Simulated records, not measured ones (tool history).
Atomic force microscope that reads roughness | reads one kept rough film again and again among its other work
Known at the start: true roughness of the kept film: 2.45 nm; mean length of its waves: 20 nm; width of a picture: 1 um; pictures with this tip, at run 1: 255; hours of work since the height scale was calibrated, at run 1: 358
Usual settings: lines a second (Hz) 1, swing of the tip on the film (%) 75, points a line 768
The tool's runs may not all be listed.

run,hour,lines a second (Hz),swing of the tip on the film (%),points a line,pictures with this tip,hours of work since the height scale was calibrated,roughness of the kept film (nm (root mean square))
1,0,1,75,768,255,358,1.525
# hour 20.6: new tip fitted
2,54.8,1,75,768,80,400,1.716
3,91,1,75,296,165,427,1.55
4,139.7,1,75,768,279,465,1.44
# hour 152.1: new tip fitted
5,162.6,1,75,588,25,482,1.827
6,203.1,1,75,588,120,513,1.663
7,248.2,1,75,588,226,547,1.514
# hour 280.2: new tip fitted
8,288.5,1,75,487,19,578,1.82
9,323.2,1,75,487,100,604,1.692
10,372.2,1,75,768,215,642,1.54
# hour 408.9: new tip fitted
11,410.7,1,75,768,4,671,1.839
12,453.2,1,75,768,104,703,1.672
13,477.8,1,75,768,162,722,1.593
14,512.4,1,75,768,243,749,1.479
# hour 537.3: new tip fitted
15,541.3,0.72,75,768,9,770,1.891
16,592.4,1,78,333,129,809,1.62
17,635.6,0.71,59,278,230,843,1.537
# hour 668.1: new tip fitted
18,668.5,0.71,59,278,1,867,1.86
19,714.5,0.57,71,924,109,902,1.727
20,742.2,1.18,60,260,174,924,1.569
21,777,1,80,768,256,950,1.457
# hour 796.4: new tip fitted
22,810.4,1.58,77,525,33,976,1.735
23,856,1,64,392,140,1010,1.636
24,903.8,1,64,392,252,1047,1.482
# hour 926.5: new tip fitted
25,951.4,1.45,61,392,58,1083,1.753
26,1004.1,1.45,61,392,182,1123,1.568
27,1039.4,0.94,75,277,264,1150,1.424
# hour 1056.3: new tip fitted
28,1084.6,0.96,56,768,66,1185,1.793
29,1108,1,86,768,121,1202,1.595
30,1144.7,1.64,72,275,207,1231,1.482

Hidden state at the last listed run before each entry between runs and at the first one after, where it differs:
Between runs 1 and 2: new tip fitted (hour 20.6)
  radius of the tip, nm: 21.5 -> 15.1; height scale over the true one, %: -0.17 -> -0.19
  measured less the result without the state, roughness of the kept film (nm (root mean square)): -0.347 -> -0.172
Between runs 4 and 5: new tip fitted (hour 152.1)
  radius of the tip, nm: 25.5 -> 11.6
  measured less the result without the state, roughness of the kept film (nm (root mean square)): -0.437 -> -0.06
Between runs 7 and 8: new tip fitted (hour 280.2)
  radius of the tip, nm: 21.8 -> 11.1; height scale over the true one, %: -0.25 -> -0.26
  measured less the result without the state, roughness of the kept film (nm (root mean square)): -0.352 -> -0.045
Between runs 10 and 11: new tip fitted (hour 408.9)
  radius of the tip, nm: 21.5 -> 10.8; height scale over the true one, %: -0.28 -> -0.29
  measured less the result without the state, roughness of the kept film (nm (root mean square)): -0.348 -> -0.034
Between runs 14 and 15: new tip fitted (hour 537.3)
  radius of the tip, nm: 23.3 -> 10.4; height scale over the true one, %: -0.32 -> -0.33
  measured less the result without the state, roughness of the kept film (nm (root mean square)): -0.389 -> -0.022
Between runs 17 and 18: new tip fitted (hour 668.1)
  radius of the tip, nm: 21.8 -> 10.3; height scale over the true one, %: -0.36 -> -0.37
  measured less the result without the state, roughness of the kept film (nm (root mean square)): -0.358 -> -0.018
Between runs 21 and 22: new tip fitted (hour 796.4)
  radius of the tip, nm: 24.1 -> 11.9; height scale over the true one, %: -0.4 -> -0.41
  measured less the result without the state, roughness of the kept film (nm (root mean square)): -0.405 -> -0.072
Between runs 24 and 25: new tip fitted (hour 926.5)
  radius of the tip, nm: 23.7 -> 13.6; height scale over the true one, %: -0.44 -> -0.45
  measured less the result without the state, roughness of the kept film (nm (root mean square)): -0.404 -> -0.132
Between runs 27 and 28: new tip fitted (hour 1056.3)
  radius of the tip, nm: 24.6 -> 13.9; height scale over the true one, %: -0.48 -> -0.49
  measured less the result without the state, roughness of the kept film (nm (root mean square)): -0.414 -> -0.145
